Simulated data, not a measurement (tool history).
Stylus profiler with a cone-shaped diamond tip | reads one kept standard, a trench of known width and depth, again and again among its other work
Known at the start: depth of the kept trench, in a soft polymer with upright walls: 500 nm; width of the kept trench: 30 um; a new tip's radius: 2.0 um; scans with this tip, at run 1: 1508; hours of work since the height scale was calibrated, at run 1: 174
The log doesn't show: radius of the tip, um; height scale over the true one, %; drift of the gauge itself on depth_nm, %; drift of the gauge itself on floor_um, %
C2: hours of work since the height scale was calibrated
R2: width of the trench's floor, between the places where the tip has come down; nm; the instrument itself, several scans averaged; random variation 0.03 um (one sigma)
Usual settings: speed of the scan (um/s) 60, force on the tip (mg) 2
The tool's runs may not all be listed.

{"run": 1, "hour": 0.0, "speed of the scan (um/s)": 60, "force on the tip (mg)": 2, "scans with this tip": 1508, "C2": 174, "depth of the trench (nm)": 503.87, "R2": 27110}
{"run": 2, "hour": 17.9, "speed of the scan (um/s)": 60, "force on the tip (mg)": 2, "scans with this tip": 1572, "C2": 181, "depth of the trench (nm)": 503.65, "R2": 27110}
{"run": 3, "hour": 33.4, "speed of the scan (um/s)": 124, "force on the tip (mg)": 2, "scans with this tip": 1627, "C2": 187, "depth of the trench (nm)": 503.87, "R2": 26870}
{"run": 4, "hour": 44.2, "speed of the scan (um/s)": 124, "force on the tip (mg)": 2, "scans with this tip": 1665, "C2": 192, "depth of the trench (nm)": 503.72, "R2": 26930}
{"run": 5, "hour": 53.2, "speed of the scan (um/s)": 60, "force on the tip (mg)": 1.68, "scans with this tip": 1698, "C2": 195, "depth of the trench (nm)": 503.58, "R2": 27030}
{"run": 6, "hour": 61.7, "speed of the scan (um/s)": 60, "force on the tip (mg)": 1.68, "scans with this tip": 1728, "C2": 199, "depth of the trench (nm)": 503.17, "R2": 27040}
{"run": 7, "hour": 70.7, "speed of the scan (um/s)": 60, "force on the tip (mg)": 1.68, "scans with this tip": 1760, "C2": 202, "depth of the trench (nm)": 503.3, "R2": 27040}
{"run": 8, "hour": 82.1, "speed of the scan (um/s)": 60, "force on the tip (mg)": 1.68, "scans with this tip": 1801, "C2": 207, "depth of the trench (nm)": 503.57, "R2": 27030}
{"run": 9, "hour": 99.7, "speed of the scan (um/s)": 60, "force on the tip (mg)": 1.68, "scans with this tip": 1863, "C2": 214, "depth of the trench (nm)": 503.49, "R2": 27020}
{"run": 10, "hour": 112.5, "speed of the scan (um/s)": 60, "force on the tip (mg)": 2, "scans with this tip": 1909, "C2": 220, "depth of the trench (nm)": 503.99, "R2": 27030}
{"run": 11, "hour": 130.8, "speed of the scan (um/s)": 60, "force on the tip (mg)": 2, "scans with this tip": 1974, "C2": 227, "depth of the trench (nm)": 503.92, "R2": 27020}
{"run": 12, "hour": 141.3, "speed of the scan (um/s)": 60, "force on the tip (mg)": 2, "scans with this tip": 2012, "C2": 231, "depth of the trench (nm)": 503.83, "R2": 27080}
{"run": 13, "hour": 157.4, "speed of the scan (um/s)": 60, "force on the tip (mg)": 2, "scans with this tip": 2069, "C2": 238, "depth of the trench (nm)": 503.84, "R2": 27040}
{"run": 14, "hour": 175.4, "speed of the scan (um/s)": 157, "force on the tip (mg)": 4.06, "scans with this tip": 2133, "C2": 245, "depth of the trench (nm)": 505.93, "R2": 26900}
{"hour": 176.8, "done": "height scale calibrated on a step standard"}
{"run": 15, "hour": 194.2, "speed of the scan (um/s)": 174, "force on the tip (mg)": 1.41, "scans with this tip": 2199, "C2": 7, "depth of the trench (nm)": 503.07, "R2": 26660}
{"run": 16, "hour": 213.7, "speed of the scan (um/s)": 176, "force on the tip (mg)": 1.42, "scans with this tip": 2268, "C2": 15, "depth of the trench (nm)": 503.28, "R2": 26610}
{"run": 17, "hour": 229.3, "speed of the scan (um/s)": 233, "force on the tip (mg)": 1.87, "scans with this tip": 2324, "C2": 22, "depth of the trench (nm)": 503.84, "R2": 26530}
{"run": 18, "hour": 238.3, "speed of the scan (um/s)": 233, "force on the tip (mg)": 3.76, "scans with this tip": 2355, "C2": 25, "depth of the trench (nm)": 505.85, "R2": 26760}
{"run": 19, "hour": 254.2, "speed of the scan (um/s)": 233, "force on the tip (mg)": 3.76, "scans with this tip": 2412, "C2": 32, "depth of the trench (nm)": 505.82, "R2": 26720}
{"run": 20, "hour": 269.5, "speed of the scan (um/s)": 41, "force on the tip (mg)": 0.67, "scans with this tip": 2467, "C2": 38, "depth of the trench (nm)": 502.24, "R2": 26950}
{"hour": 272.1, "done": "height scale calibrated on a step standard, once more"}
{"run": 21, "hour": 281.4, "speed of the scan (um/s)": 192, "force on the tip (mg)": 1.06, "scans with this tip": 2507, "C2": 4, "depth of the trench (nm)": 502.3, "R2": 26500}
{"run": 22, "hour": 298.0, "speed of the scan (um/s)": 159, "force on the tip (mg)": 3.5, "scans with this tip": 2567, "C2": 11, "depth of the trench (nm)": 505.14, "R2": 26800}
{"run": 23, "hour": 312.1, "speed of the scan (um/s)": 170, "force on the tip (mg)": 1.05, "scans with this tip": 2617, "C2": 16, "depth of the trench (nm)": 502.32, "R2": 26580}
{"run": 24, "hour": 322.4, "speed of the scan (um/s)": 38, "force on the tip (mg)": 2.87, "scans with this tip": 2654, "C2": 21, "depth of the trench (nm)": 504.55, "R2": 27010}

Forecast each of these 5 alternatives for the next run:
{"run": "A", "hour": 334.1, "speed of the scan (um/s)": 90, "force on the tip (mg)": 1.98, "scans with this tip": 2695, "C2": 25, "depth of the trench (nm)": "?", "R2": "?"}
{"run": "B", "hour": 334.1, "speed of the scan (um/s)": 60, "force on the tip (mg)": 2.57, "scans with this tip": 2695, "C2": 25, "depth of the trench (nm)": "?", "R2": "?"}
{"run": "C", "hour": 334.1, "speed of the scan (um/s)": 31, "force on the tip (mg)": 1.34, "scans with this tip": 2695, "C2": 25, "depth of the trench (nm)": "?", "R2": "?"}
{"run": "D", "hour": 334.1, "speed of the scan (um/s)": 110, "force on the tip (mg)": 1.44, "scans with this tip": 2695, "C2": 25, "depth of the trench (nm)": "?", "R2": "?"}
{"run": "E", "hour": 334.1, "speed of the scan (um/s)": 210, "force on the tip (mg)": 3.82, "scans with this tip": 2695, "C2": 25, "depth of the trench (nm)": "?", "R2": "?"}

run=A depth_of_the_trench_(nm)=503.2 R2=26870
run=B depth_of_the_trench_(nm)=504.4 R2=27000
run=C depth_of_the_trench_(nm)=502.56 R2=27010
run=D depth_of_the_trench_(nm)=502.68 R2=26790
run=E depth_of_the_trench_(nm)=505.52 R2=26700
Without the tool's hidden state the same runs would have given:
run=A depth_of_the_trench_(nm)=503.14 R2=27120
run=B depth_of_the_trench_(nm)=504.34 R2=27250
run=C depth_of_the_trench_(nm)=502.5 R2=27260
run=D depth_of_the_trench_(nm)=502.62 R2=27040
run=E depth_of_the_trench_(nm)=505.46 R2=26950

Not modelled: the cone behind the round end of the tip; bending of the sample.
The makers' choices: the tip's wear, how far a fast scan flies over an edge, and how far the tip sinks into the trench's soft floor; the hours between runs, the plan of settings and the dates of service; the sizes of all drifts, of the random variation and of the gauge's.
